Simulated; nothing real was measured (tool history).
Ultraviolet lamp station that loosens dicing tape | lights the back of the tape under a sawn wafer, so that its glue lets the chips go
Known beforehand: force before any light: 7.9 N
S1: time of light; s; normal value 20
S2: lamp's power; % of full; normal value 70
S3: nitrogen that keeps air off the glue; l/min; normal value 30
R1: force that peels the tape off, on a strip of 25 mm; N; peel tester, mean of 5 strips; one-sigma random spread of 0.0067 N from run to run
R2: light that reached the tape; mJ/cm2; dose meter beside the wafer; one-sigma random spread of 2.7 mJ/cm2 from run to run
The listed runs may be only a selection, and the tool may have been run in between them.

run	hour	S1	S2	S3	R1	R2
1	0.0	20	70	30	0.224	370
2	72.0	20	70	30	0.218	369
3	121.5	20	70	30	0.217	369
4	170.3	20	70	30	0.222	370
5	235.4	20	70	30	0.227	367
6	304.5	20	70	30	0.226	369
7	375.0	20	70	30	0.231	369
8	430.1	20	70	30	0.213	371
# hour 466.4: window cleaned of glue's vapour
9	499.5	20	70	30	0.228	372
10	545.7	20	70	25	0.263	370
11	618.3	20	70	25	0.275	369
12	654.6	16	70	30	0.381	298
# hour 694.4: lamp changed
13	699.1	16	70	30	0.384	299
14	738.6	20	84	30	0.152	442
15	783.3	20	84	30	0.159	446
16	821.5	20	84	30	0.148	443
17	874.4	17	70	30	0.344	319
18	913.9	17	70	30	0.342	318
# hour 938.3: window cleaned of glue's vapour
19	951.9	17	70	30	0.338	317
20	1002.9	17	70	30	0.330	315
21	1037.4	20	70	36	0.190	374
22	1081.4	20	63	28	0.310	332
23	1115.3	20	75	30	0.187	398
24	1172.1	30	90	30	0.089	723
25	1220.1	35	92	15	0.105	851

What does the tool deliver on the next run?
26	1285.3	19	88	34	?	?

R1: 0.139 N
R2: 440 mJ/cm2
The same run, on a tool lacking any hidden state, would have yielded R1 0.138 N, R2 442 mJ/cm2.

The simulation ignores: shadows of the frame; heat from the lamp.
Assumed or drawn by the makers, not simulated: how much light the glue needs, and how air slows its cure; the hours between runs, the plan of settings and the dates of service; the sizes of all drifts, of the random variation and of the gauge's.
